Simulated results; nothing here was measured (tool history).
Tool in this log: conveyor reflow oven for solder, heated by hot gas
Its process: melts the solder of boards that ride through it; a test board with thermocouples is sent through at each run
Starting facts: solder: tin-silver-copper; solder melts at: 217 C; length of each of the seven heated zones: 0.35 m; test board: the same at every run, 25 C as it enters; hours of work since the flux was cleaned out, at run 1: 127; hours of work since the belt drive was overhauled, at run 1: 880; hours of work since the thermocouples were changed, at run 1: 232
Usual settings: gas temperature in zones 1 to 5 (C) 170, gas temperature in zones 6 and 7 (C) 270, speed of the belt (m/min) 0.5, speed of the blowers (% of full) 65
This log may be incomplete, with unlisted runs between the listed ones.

| run | hour | gas temperature in zones 1 to 5 (C) | gas temperature in zones 6 and 7 (C) | speed of the belt (m/min) | speed of the blowers (% of full) | hours of work since the flux was cleaned out | hours of work since the belt drive was overhauled | hours of work since the thermocouples were changed | highest temperature of the board (C) | time above the solder's melting point (s) |
|---|---|---|---|---|---|---|---|---|---|---|
| 1 | 0 | 170 | 270 | 0.5 | 65 | 127 | 880 | 232 | 253.1 | 63.7 |
| 2 | 20.9 | 170 | 270 | 0.462 | 65 | 144 | 896 | 248 | 255.1 | 71.6 |
| 3 | 52.4 | 170 | 270 | 0.462 | 65 | 169 | 921 | 273 | 255 | 71.5 |
| 4 | 83.6 | 170 | 270 | 0.462 | 65 | 193 | 945 | 297 | 255 | 71.5 |
| 5 | 108.6 | 170 | 270 | 0.462 | 65 | 213 | 965 | 317 | 254.7 | 71.2 |
|  | 132.2 | flux residue cleaned out of gas plates and filters |
| 6 | 145.4 | 170 | 270 | 0.401 | 65 | 10 | 990 | 342 | 259.4 | 87.9 |
| 7 | 173.5 | 170 | 270 | 0.401 | 65 | 32 | 1012 | 364 | 259 | 87.8 |
| 8 | 190.4 | 170 | 270 | 0.401 | 56 | 46 | 1025 | 377 | 256.8 | 85.2 |
| 9 | 221.9 | 170 | 270 | 0.5 | 65 | 70 | 1050 | 402 | 252.9 | 64 |
| 10 | 245.8 | 170 | 266 | 0.572 | 65 | 89 | 1069 | 421 | 244.7 | 48.2 |
| 11 | 278.7 | 170 | 266 | 0.572 | 65 | 115 | 1094 | 446 | 244.5 | 48.1 |
| 12 | 309.6 | 168 | 271 | 0.572 | 65 | 139 | 1119 | 471 | 248.3 | 50.2 |
| 13 | 343.6 | 168 | 271 | 0.572 | 65 | 166 | 1145 | 497 | 247.9 | 49.9 |
|  | 355.5 | belt drive overhauled, speed set with a stopwatch |
| 14 | 379.3 | 180 | 270 | 0.584 | 65 | 191 | 19 | 522 | 247.3 | 50.7 |
| 15 | 407.2 | 180 | 270 | 0.584 | 65 | 213 | 41 | 544 | 247.4 | 51 |
|  | 431.9 | flux residue cleaned out of gas plates and filters |
| 16 | 444.7 | 175 | 270 | 0.584 | 65 | 10 | 66 | 570 | 247.2 | 49.4 |
| 17 | 466.9 | 164 | 270 | 0.584 | 60 | 27 | 84 | 587 | 243.1 | 41.5 |
| 18 | 491.6 | 164 | 259 | 0.584 | 60 | 47 | 103 | 606 | 234 | 31.4 |

Below are 5 alternative next runs, each starting from the tool's condition after run 18. Predict each:
| A | 513.3 | 170 | 270 | 0.5 | 66 | 64 | 120 | 623 | ? | ? |
| B | 513.3 | 170 | 270 | 0.576 | 65 | 64 | 120 | 623 | ? | ? |
| C | 513.3 | 182 | 259 | 0.522 | 60 | 64 | 120 | 623 | ? | ? |
| D | 513.3 | 164 | 277 | 0.438 | 60 | 64 | 120 | 623 | ? | ? |
| E | 513.3 | 168 | 259 | 0.584 | 75 | 64 | 120 | 623 | ? | ? |

| run | highest temperature of the board (C) | time above the solder's melting point (s) |
|---|---|---|
| A | 252 | 61.4 |
| B | 246.6 | 47.7 |
| C | 241.6 | 53.5 |
| D | 260 | 74.7 |
| E | 239.8 | 41.3 |
With the hidden condition removed and each run's random variation left untouched, the same runs would have given:
| run | highest temperature of the board (C) | time above the solder's melting point (s) |
|---|---|---|
| A | 254.1 | 62.9 |
| B | 248.6 | 49.3 |
| C | 243.5 | 55.4 |
| D | 262.1 | 76.1 |
| E | 241.9 | 43.3 |
